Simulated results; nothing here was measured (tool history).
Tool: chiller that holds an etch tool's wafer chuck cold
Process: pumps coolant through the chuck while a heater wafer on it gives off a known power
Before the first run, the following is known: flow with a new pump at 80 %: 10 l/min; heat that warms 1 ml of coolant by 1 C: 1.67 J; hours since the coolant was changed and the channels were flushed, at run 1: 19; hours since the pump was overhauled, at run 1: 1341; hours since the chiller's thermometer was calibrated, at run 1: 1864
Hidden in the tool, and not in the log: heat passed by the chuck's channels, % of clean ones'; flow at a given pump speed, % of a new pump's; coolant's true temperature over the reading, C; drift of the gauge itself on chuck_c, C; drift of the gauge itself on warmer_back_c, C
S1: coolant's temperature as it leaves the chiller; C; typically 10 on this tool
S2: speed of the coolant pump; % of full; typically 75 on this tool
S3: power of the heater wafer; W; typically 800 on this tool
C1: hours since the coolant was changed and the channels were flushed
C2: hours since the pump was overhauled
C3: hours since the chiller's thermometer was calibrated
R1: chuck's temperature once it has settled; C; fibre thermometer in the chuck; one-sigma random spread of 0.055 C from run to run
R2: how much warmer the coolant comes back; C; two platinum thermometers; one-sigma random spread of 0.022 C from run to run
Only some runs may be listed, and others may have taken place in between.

run 1 day=0 | S1=10 S2=75 S3=800 | C1=19 C2=1341 C3=1864 | R1=17.58 R2=3.25
run 2 day=0.879 | S1=10 S2=67 S3=800 | C1=40 C2=1362 C3=1885 | R1=18.3 R2=3.66
run 3 day=1.754 | S1=10 S2=75 S3=800 | C1=61 C2=1383 C3=1906 | R1=17.81 R2=3.17
run 4 day=2.462 | S1=6 S2=75 S3=800 | C1=78 C2=1400 C3=1923 | R1=13.6 R2=3.19
run 5 day=3.496 | S1=10 S2=97 S3=800 | C1=103 C2=1425 C3=1948 | R1=16.43 R2=2.41
run 6 day=4.338 | S1=10 S2=97 S3=800 | C1=123 C2=1445 C3=1968 | R1=16.42 R2=2.4
run 7 day=4.9 | S1=10 S2=97 S3=800 | C1=137 C2=1458 C3=1982 | R1=16.29 R2=2.41
run 8 day=5.925 | S1=10 S2=89 S3=800 | C1=161 C2=1483 C3=2007 | R1=16.81 R2=2.63
run 9 day=6.912 | S1=10 S2=89 S3=800 | C1=185 C2=1507 C3=2030 | R1=16.82 R2=2.65
run 10 day=7.912 | S1=10 S2=89 S3=800 | C1=209 C2=1531 C3=2054 | R1=16.76 R2=2.65
run 11 day=8.825 | S1=10 S2=75 S3=800 | C1=231 C2=1552 C3=2076 | R1=17.64 R2=3.19
run 12 day=9.838 | S1=10 S2=75 S3=800 | C1=255 C2=1577 C3=2100 | R1=17.81 R2=3.26
run 13 day=10.725 | S1=10 S2=75 S3=800 | C1=276 C2=1598 C3=2122 | R1=17.63 R2=3.25
run 14 day=11.404 | S1=10 S2=75 S3=800 | C1=293 C2=1614 C3=2138 | R1=17.8 R2=3.22
run 15 day=12.538 | S1=10 S2=75 S3=800 | C1=320 C2=1642 C3=2165 | R1=17.75 R2=3.24
run 16 day=13.325 | S1=10 S2=75 S3=800 | C1=339 C2=1660 C3=2184 | R1=17.71 R2=3.25
run 17 day=14.346 | S1=10 S2=73 S3=800 | C1=363 C2=1685 C3=2209 | R1=17.95 R2=3.33
-- day=14.629 coolant pump overhauled
run 18 day=15.192 | S1=10 S2=73 S3=800 | C1=379 C2=14 C3=2224 | R1=17.92 R2=3.37
run 19 day=15.8 | S1=10 S2=73 S3=800 | C1=393 C2=28 C3=2238 | R1=17.88 R2=3.39
run 20 day=17.129 | S1=18 S2=70 S3=502 | C1=425 C2=60 C3=2270 | R1=22.99 R2=2.22
run 21 day=17.725 | S1=18 S2=99 S3=968 | C1=439 C2=74 C3=2285 | R1=25.73 R2=2.9
run 22 day=18.583 | S1=15 S2=75 S3=800 | C1=460 C2=95 C3=2305 | R1=22.73 R2=3.31
run 23 day=19.558 | S1=15 S2=75 S3=800 | C1=483 C2=118 C3=2329 | R1=22.77 R2=3.31
run 24 day=20.396 | S1=15 S2=60 S3=992 | C1=504 C2=138 C3=2349 | R1=26.59 R2=5.26
-- day=21.746 coolant pump overhauled, once more
run 25 day=21.975 | S1=15 S2=60 S3=992 | C1=536 C2=6 C3=2382 | R1=26.15 R2=4.98
run 26 day=23.004 | S1=4 S2=75 S3=405 | C1=561 C2=30 C3=2406 | R1=7.49 R2=1.59
run 27 day=23.633 | S1=12 S2=78 S3=625 | C1=576 C2=45 C3=2421 | R1=17.66 R2=2.3
run 28 day=24.358 | S1=12 S2=77 S3=889 | C1=594 C2=63 C3=2439 | R1=20.18 R2=3.34
run 29 day=25.171 | S1=19 S2=75 S3=567 | C1=613 C2=82 C3=2458 | R1=24.2 R2=2.23
run 30 day=26.358 | S1=19 S2=75 S3=708 | C1=642 C2=111 C3=2487 | R1=25.51 R2=2.76

Each row is a separate what-if for the run after 30, all from the same tool condition, not one after another. Results?
run A day=27.625 | S1=7 S2=75 S3=708 | C1=672 C2=141 C3=2517 | R1=? R2=?
run B day=27.625 | S1=11 S2=79 S3=573 | C1=672 C2=141 C3=2517 | R1=? R2=?
run C day=27.625 | S1=17 S2=77 S3=800 | C1=672 C2=141 C3=2517 | R1=? R2=?
run D day=27.625 | S1=3 S2=88 S3=470 | C1=672 C2=141 C3=2517 | R1=? R2=?

run=A R1=13.51 R2=2.76
run=B R1=16.07 R2=2.09
run=C R1=24.23 R2=2.99
run=D R1=6.68 R2=1.54
What these runs would have given with no unlogged condition in the tool:
run=A R1=13.91 R2=2.76
run=B R1=16.51 R2=2.09
run=C R1=24.61 R2=2.98
run=D R1=7.14 R2=1.53

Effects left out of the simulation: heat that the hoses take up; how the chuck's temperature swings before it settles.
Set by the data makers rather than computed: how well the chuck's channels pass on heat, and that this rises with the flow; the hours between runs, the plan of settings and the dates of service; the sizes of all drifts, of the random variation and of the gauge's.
